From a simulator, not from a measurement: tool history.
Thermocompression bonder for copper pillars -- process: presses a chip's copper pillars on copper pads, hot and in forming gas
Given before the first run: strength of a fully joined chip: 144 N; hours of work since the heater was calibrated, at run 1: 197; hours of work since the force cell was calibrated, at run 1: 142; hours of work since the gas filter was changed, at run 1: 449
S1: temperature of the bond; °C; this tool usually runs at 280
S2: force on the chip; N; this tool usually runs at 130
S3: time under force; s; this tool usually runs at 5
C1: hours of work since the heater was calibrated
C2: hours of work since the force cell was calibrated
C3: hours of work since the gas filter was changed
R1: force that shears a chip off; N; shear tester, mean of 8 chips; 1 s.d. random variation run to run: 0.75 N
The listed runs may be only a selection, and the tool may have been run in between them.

{"run": 1, "hour": 0.0, "S1": 280, "S2": 130, "S3": 5, "C1": 197, "C2": 142, "C3": 449, "R1": 49.6}
{"run": 2, "hour": 15.8, "S1": 280, "S2": 130, "S3": 5, "C1": 209, "C2": 154, "C3": 461, "R1": 50.9}
{"run": 3, "hour": 43.4, "S1": 280, "S2": 130, "S3": 5, "C1": 230, "C2": 175, "C3": 482, "R1": 49.2}
{"run": 4, "hour": 56.1, "S1": 294, "S2": 130, "S3": 5, "C1": 240, "C2": 185, "C3": 491, "R1": 59.1}
{"hour": 67.4, "done": "forming gas filter changed"}
{"run": 5, "hour": 72.4, "S1": 280, "S2": 130, "S3": 5, "C1": 252, "C2": 197, "C3": 4, "R1": 54.9}
{"run": 6, "hour": 91.4, "S1": 280, "S2": 130, "S3": 5, "C1": 267, "C2": 212, "C3": 18, "R1": 53.8}
{"run": 7, "hour": 121.7, "S1": 280, "S2": 130, "S3": 5, "C1": 290, "C2": 235, "C3": 41, "R1": 52.5}
{"run": 8, "hour": 137.7, "S1": 280, "S2": 130, "S3": 5, "C1": 302, "C2": 247, "C3": 54, "R1": 53.4}
{"run": 9, "hour": 150.5, "S1": 280, "S2": 130, "S3": 9, "C1": 312, "C2": 257, "C3": 63, "R1": 64.9}
{"run": 10, "hour": 174.0, "S1": 280, "S2": 130, "S3": 9, "C1": 330, "C2": 275, "C3": 81, "R1": 65.7}
{"run": 11, "hour": 190.9, "S1": 280, "S2": 130, "S3": 6, "C1": 343, "C2": 288, "C3": 94, "R1": 56.4}
{"run": 12, "hour": 214.9, "S1": 254, "S2": 86, "S3": 5, "C1": 361, "C2": 306, "C3": 113, "R1": 25.9}
{"run": 13, "hour": 235.7, "S1": 254, "S2": 86, "S3": 5, "C1": 377, "C2": 322, "C3": 129, "R1": 26.3}
{"run": 14, "hour": 249.1, "S1": 291, "S2": 102, "S3": 5, "C1": 387, "C2": 332, "C3": 139, "R1": 51.1}
{"run": 15, "hour": 270.7, "S1": 277, "S2": 139, "S3": 5, "C1": 404, "C2": 349, "C3": 155, "R1": 50.4}
{"run": 16, "hour": 290.9, "S1": 277, "S2": 139, "S3": 5, "C1": 419, "C2": 364, "C3": 171, "R1": 50}
{"run": 17, "hour": 312.2, "S1": 298, "S2": 122, "S3": 8, "C1": 435, "C2": 380, "C3": 187, "R1": 72.5}
{"run": 18, "hour": 330.4, "S1": 273, "S2": 91, "S3": 5, "C1": 449, "C2": 394, "C3": 201, "R1": 36.9}
{"run": 19, "hour": 355.0, "S1": 273, "S2": 91, "S3": 5, "C1": 468, "C2": 413, "C3": 220, "R1": 35.8}
{"run": 20, "hour": 380.1, "S1": 280, "S2": 130, "S3": 3, "C1": 487, "C2": 432, "C3": 239, "R1": 40.5}
{"run": 21, "hour": 402.3, "S1": 280, "S2": 130, "S3": 3, "C1": 504, "C2": 449, "C3": 256, "R1": 39.9}

Had the tool no unlogged condition, and each run kept its random variation, what would the results have been?
Hidden conditions of the tool in this case: true temperature of the bond over the reading, C; force that reaches the chip, % of what is set; oxide that the forming gas leaves, % of the face; drift of the gauge itself on shear_n, %.
run=1 R1=55.7
run=2 R1=57.4
run=3 R1=55.8
run=4 R1=67.2
run=5 R1=57.3
run=6 R1=56.6
run=7 R1=55.7
run=8 R1=56.9
run=9 R1=69.1
run=10 R1=70.3
run=11 R1=60.8
run=12 R1=28.6
run=13 R1=29.3
run=14 R1=56.1
run=15 R1=55.9
run=16 R1=55.8
run=17 R1=80
run=18 R1=41.9
run=19 R1=41.1
run=20 R1=46.5
run=21 R1=46.2

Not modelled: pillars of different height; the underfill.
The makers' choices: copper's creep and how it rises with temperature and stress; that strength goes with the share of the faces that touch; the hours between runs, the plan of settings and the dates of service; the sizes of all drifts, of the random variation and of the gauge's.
